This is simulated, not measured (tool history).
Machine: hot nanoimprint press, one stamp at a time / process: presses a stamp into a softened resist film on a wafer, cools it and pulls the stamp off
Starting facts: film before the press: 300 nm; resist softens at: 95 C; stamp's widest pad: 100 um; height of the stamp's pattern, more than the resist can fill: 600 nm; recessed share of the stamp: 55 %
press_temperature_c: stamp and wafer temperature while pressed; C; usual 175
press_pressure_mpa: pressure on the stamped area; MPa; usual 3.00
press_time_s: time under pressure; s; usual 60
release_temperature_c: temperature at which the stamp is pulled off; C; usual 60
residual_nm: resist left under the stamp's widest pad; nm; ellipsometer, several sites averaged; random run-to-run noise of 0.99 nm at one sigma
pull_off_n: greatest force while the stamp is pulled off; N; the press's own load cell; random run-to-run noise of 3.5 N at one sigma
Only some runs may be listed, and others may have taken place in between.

Run 1, hour 0.0: usual settings. Result: residual_nm 146.4 nm, pull_off_n 166 N.
Run 2, hour 49.6: usual settings. Result: residual_nm 144.2 nm, pull_off_n 169 N.
Run 3, hour 81.9: usual settings. Result: residual_nm 144.9 nm, pull_off_n 163 N.
Run 4, hour 129.8: usual settings. Result: residual_nm 143.9 nm, pull_off_n 175 N.
Run 5, hour 178.7: usual settings. Result: residual_nm 147.1 nm, pull_off_n 173 N.
Run 6, hour 210.7: usual settings. Result: residual_nm 146.3 nm, pull_off_n 172 N.
Run 7, hour 246.5: usual settings. Result: residual_nm 144.6 nm, pull_off_n 163 N.
Run 8, hour 308.6: usual settings but press_pressure_mpa 2.50 MPa. Result: residual_nm 157.0 nm, pull_off_n 169 N.
Run 9, hour 348.5: usual settings but press_pressure_mpa 2.50 MPa. Result: residual_nm 157.8 nm, pull_off_n 172 N.
At hour 376.4: plate thermocouple calibrated.
Run 10, hour 405.3: usual settings but press_pressure_mpa 2.50 MPa. Result: residual_nm 156.7 nm, pull_off_n 175 N.
Run 11, hour 448.4: usual settings but press_pressure_mpa 2.50 MPa. Result: residual_nm 156.0 nm, pull_off_n 175 N.
Run 12, hour 495.0: usual settings. Result: residual_nm 146.2 nm, pull_off_n 172 N.
Run 13, hour 541.1: usual settings. Result: residual_nm 145.7 nm, pull_off_n 166 N.
At hour 578.8: stamp cleaned and given a new release coat.
Run 14, hour 617.0: usual settings. Result: residual_nm 146.3 nm, pull_off_n 168 N.
Run 15, hour 675.1: usual settings but press_pressure_mpa 4.24 MPa. Result: residual_nm 122.8 nm, pull_off_n 169 N.
Run 16, hour 708.0: usual settings but press_pressure_mpa 2.28 MPa, press_time_s 69 s. Result: residual_nm 155.4 nm, pull_off_n 170 N.
Run 17, hour 754.1: usual settings but press_temperature_c 168 C, press_pressure_mpa 3.17 MPa, press_time_s 69 s, release_temperature_c 54 C. Result: residual_nm 182.8 nm, pull_off_n 192 N.
Run 18, hour 819.9: usual settings but press_temperature_c 172 C, press_pressure_mpa 1.82 MPa, press_time_s 50 s, release_temperature_c 66 C. Result: residual_nm 210.6 nm, pull_off_n 135 N.
At hour 849.4: press's hydraulic seals changed and the load cell set to zero.
Run 19, hour 897.1: usual settings but press_temperature_c 172 C, press_pressure_mpa 1.82 MPa, press_time_s 50 s, release_temperature_c 66 C. Result: residual_nm 210.1 nm, pull_off_n 139 N.
Run 20, hour 964.5: usual settings but press_temperature_c 179 C, press_pressure_mpa 2.21 MPa, release_temperature_c 66 C. Result: residual_nm 141.9 nm, pull_off_n 142 N.
Run 21, hour 1006.4: usual settings but press_temperature_c 179 C, press_pressure_mpa 2.21 MPa, release_temperature_c 66 C. Result: residual_nm 143.5 nm, pull_off_n 144 N.
Run 22, hour 1051.4: usual settings but press_temperature_c 179 C, press_pressure_mpa 2.21 MPa, release_temperature_c 66 C. Result: residual_nm 142.6 nm, pull_off_n 146 N.
Run 23, hour 1121.0: usual settings but press_temperature_c 165 C, press_time_s 63 s. Result: residual_nm 207.4 nm, pull_off_n 173 N.
Run 24, hour 1152.7: usual settings but press_temperature_c 184 C, release_temperature_c 53 C. Result: residual_nm 100.4 nm, pull_off_n 201 N.
Run 25, hour 1210.3: usual settings but press_temperature_c 182 C, release_temperature_c 68 C. Result: residual_nm 108.6 nm, pull_off_n 140 N.
At hour 1272.0: stamp cleaned and given a new release coat.
Run 26, hour 1286.9: usual settings but release_temperature_c 67 C. Result: residual_nm 145.9 nm, pull_off_n 135 N.
At hour 1303.2: plate thermocouple calibrated.
Run 27, hour 1354.4: usual settings but release_temperature_c 67 C. Result: residual_nm 145.4 nm, pull_off_n 138 N.
Run 28, hour 1420.1: usual settings but press_temperature_c 176 C, press_time_s 56 s, release_temperature_c 65 C. Result: residual_nm 142.8 nm, pull_off_n 144 N.
Run 29, hour 1484.2: usual settings but press_pressure_mpa 2.23 MPa, press_time_s 87 s, release_temperature_c 52 C. Result: residual_nm 146.3 nm, pull_off_n 207 N.
Run 30, hour 1514.6: usual settings but press_temperature_c 167 C, press_time_s 108 s. Result: residual_nm 168.6 nm, pull_off_n 166 N.

Each row is a separate what-if for the run after 30, all from the same tool condition, not one after another. Results?
Run A, hour 1555.6: usual settings but press_temperature_c 173 C, press_pressure_mpa 2.22 MPa. Result: residual_nm ?, pull_off_n ?.
Run B, hour 1555.6: usual settings but press_pressure_mpa 3.20 MPa, press_time_s 77 s. Result: residual_nm ?, pull_off_n ?.
Run C, hour 1555.6: usual settings but press_temperature_c 183 C, press_pressure_mpa 3.80 MPa, press_time_s 52 s. Result: residual_nm ?, pull_off_n ?.

run  residual_nm  pull_off_n
  A        180.4         171
  B        128.5         173
  C         96.8         167
With no hidden state in the tool, these same runs would have given:
run  residual_nm  pull_off_n
  A        180.3         170
  B        128.5         172
  C         96.7         166
